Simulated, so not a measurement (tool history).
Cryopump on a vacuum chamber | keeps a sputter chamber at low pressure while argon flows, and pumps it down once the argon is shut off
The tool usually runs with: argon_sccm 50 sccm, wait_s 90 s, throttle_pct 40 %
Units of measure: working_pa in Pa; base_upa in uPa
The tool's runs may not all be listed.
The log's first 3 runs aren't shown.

run	day	argon_sccm	wait_s	throttle_pct	working_pa	base_upa
4	6.071	50	90	47	0.1909	2.28
5	9.467	50	90	47	0.1912	2.41
6	12.758	50	90	47	0.1915	2.43
7	14.704	50	90	47	0.1925	2.35
8	16.271	74	90	40	0.3308	2.35
9	19.321	74	90	40	0.3342	2.5
10	21.883	74	90	40	0.3348	2.47
11	24.817	50	90	40	0.2263	2.49
12	26.454	50	90	40	0.2283	2.57
13	28.971	50	90	40	0.229	2.46
14	30.696	50	90	40	0.2297	2.6
15	32.675	50	90	40	0.2299	2.6
16	34.342	50	90	40	0.2312	2.6
17	37.592	50	90	40	0.2329	2.72
18	40.779	24	207	45	0.1003	1.8
19	44.221	42	125	52	0.1583	2.22
20	46.462	23	125	52	0.0865	2.21
21	48.796	44	125	52	0.1667	2.38
22	50.425	44	125	52	0.1676	2.32
23	53.517	31	166	38	0.1556	2.17
# day 54.738: pump warmed up, emptied and cooled again
24	56.246	31	211	38	0.1402	1.69

For run 25, what comes out?
25	59.804	31	190	38	?	?

working_pa: 0.1409 Pa
base_upa: 1.79 uPa
The same run, on a tool lacking any hidden state, would have yielded working_pa 0.1378 Pa, base_upa 1.02 uPa.
